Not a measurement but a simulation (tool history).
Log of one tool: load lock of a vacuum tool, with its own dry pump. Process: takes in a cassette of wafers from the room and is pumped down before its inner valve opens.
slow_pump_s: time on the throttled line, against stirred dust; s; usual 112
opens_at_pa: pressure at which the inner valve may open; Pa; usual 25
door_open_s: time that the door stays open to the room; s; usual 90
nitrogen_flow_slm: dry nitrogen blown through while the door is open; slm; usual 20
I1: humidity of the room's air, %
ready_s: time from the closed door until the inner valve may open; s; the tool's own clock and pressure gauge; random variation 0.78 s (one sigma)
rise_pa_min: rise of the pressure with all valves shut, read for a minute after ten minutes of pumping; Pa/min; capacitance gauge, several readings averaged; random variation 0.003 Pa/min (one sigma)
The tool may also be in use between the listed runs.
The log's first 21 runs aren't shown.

{"run": 22, "hour": 1326.6, "slow_pump_s": 102, "opens_at_pa": 30, "door_open_s": 90, "nitrogen_flow_slm": 20, "I1": 44.1, "ready_s": 174.8, "rise_pa_min": 0.034}
{"run": 23, "hour": 1399.7, "slow_pump_s": 174, "opens_at_pa": 25, "door_open_s": 90, "nitrogen_flow_slm": 20, "I1": 46.3, "ready_s": 236.2, "rise_pa_min": 0.036}
{"run": 24, "hour": 1441.6, "slow_pump_s": 148, "opens_at_pa": 25, "door_open_s": 90, "nitrogen_flow_slm": 20, "I1": 47.1, "ready_s": 215.4, "rise_pa_min": 0.033}
{"run": 25, "hour": 1485.2, "slow_pump_s": 148, "opens_at_pa": 25, "door_open_s": 90, "nitrogen_flow_slm": 20, "I1": 46.7, "ready_s": 215.1, "rise_pa_min": 0.037}
{"run": 26, "hour": 1555.7, "slow_pump_s": 148, "opens_at_pa": 25, "door_open_s": 90, "nitrogen_flow_slm": 20, "I1": 44.9, "ready_s": 214.9, "rise_pa_min": 0.036}
{"run": 27, "hour": 1630.0, "slow_pump_s": 148, "opens_at_pa": 25, "door_open_s": 90, "nitrogen_flow_slm": 20, "I1": 45.7, "ready_s": 215.3, "rise_pa_min": 0.036}
{"run": 28, "hour": 1708.8, "slow_pump_s": 148, "opens_at_pa": 25, "door_open_s": 80, "nitrogen_flow_slm": 11, "I1": 45.4, "ready_s": 215.7, "rise_pa_min": 0.042}
{"run": 29, "hour": 1782.3, "slow_pump_s": 148, "opens_at_pa": 25, "door_open_s": 80, "nitrogen_flow_slm": 11, "I1": 43.3, "ready_s": 216.3, "rise_pa_min": 0.041}
{"run": 30, "hour": 1849.2, "slow_pump_s": 148, "opens_at_pa": 25, "door_open_s": 80, "nitrogen_flow_slm": 11, "I1": 41.6, "ready_s": 216.5, "rise_pa_min": 0.035}
{"run": 31, "hour": 1907.3, "slow_pump_s": 125, "opens_at_pa": 18, "door_open_s": 74, "nitrogen_flow_slm": 8, "I1": 47.5, "ready_s": 201.8, "rise_pa_min": 0.044}
{"run": 32, "hour": 1984.3, "slow_pump_s": 131, "opens_at_pa": 45, "door_open_s": 178, "nitrogen_flow_slm": 5, "I1": 46.8, "ready_s": 195.8, "rise_pa_min": 0.076}
{"run": 33, "hour": 2023.5, "slow_pump_s": 131, "opens_at_pa": 45, "door_open_s": 178, "nitrogen_flow_slm": 5, "I1": 44.8, "ready_s": 195.0, "rise_pa_min": 0.072}
{"run": 34, "hour": 2065.7, "slow_pump_s": 115, "opens_at_pa": 44, "door_open_s": 51, "nitrogen_flow_slm": 4, "I1": 40.7, "ready_s": 182.4, "rise_pa_min": 0.039}
{"run": 35, "hour": 2123.8, "slow_pump_s": 115, "opens_at_pa": 44, "door_open_s": 45, "nitrogen_flow_slm": 25, "I1": 44.0, "ready_s": 183.6, "rise_pa_min": 0.028}
{"run": 36, "hour": 2181.7, "slow_pump_s": 115, "opens_at_pa": 44, "door_open_s": 45, "nitrogen_flow_slm": 25, "I1": 46.5, "ready_s": 182.8, "rise_pa_min": 0.028}
{"run": 37, "hour": 2245.5, "slow_pump_s": 115, "opens_at_pa": 44, "door_open_s": 45, "nitrogen_flow_slm": 25, "I1": 44.6, "ready_s": 183.9, "rise_pa_min": 0.03}

4 ways to go on from here, each from the tool as it stands after run 37. What would each give?
{"run": "A", "hour": 2287.2, "slow_pump_s": 112, "opens_at_pa": 45, "door_open_s": 33, "nitrogen_flow_slm": 15, "I1": 44.3, "ready_s": "?", "rise_pa_min": "?"}
{"run": "B", "hour": 2287.2, "slow_pump_s": 112, "opens_at_pa": 22, "door_open_s": 166, "nitrogen_flow_slm": 13, "I1": 45.0, "ready_s": "?", "rise_pa_min": "?"}
{"run": "C", "hour": 2287.2, "slow_pump_s": 112, "opens_at_pa": 25, "door_open_s": 90, "nitrogen_flow_slm": 20, "I1": 44.8, "ready_s": "?", "rise_pa_min": "?"}
{"run": "D", "hour": 2287.2, "slow_pump_s": 112, "opens_at_pa": 24, "door_open_s": 36, "nitrogen_flow_slm": 20, "I1": 46.7, "ready_s": "?", "rise_pa_min": "?"}

run=A ready_s=180.4 rise_pa_min=0.025
run=B ready_s=188.8 rise_pa_min=0.062
run=C ready_s=187.6 rise_pa_min=0.036
run=D ready_s=189.1 rise_pa_min=0.030
Without the tool's hidden state the same runs would have given:
run=A ready_s=169.4 rise_pa_min=0.014
run=B ready_s=176.5 rise_pa_min=0.050
run=C ready_s=175.2 rise_pa_min=0.024
run=D ready_s=176.8 rise_pa_min=0.019
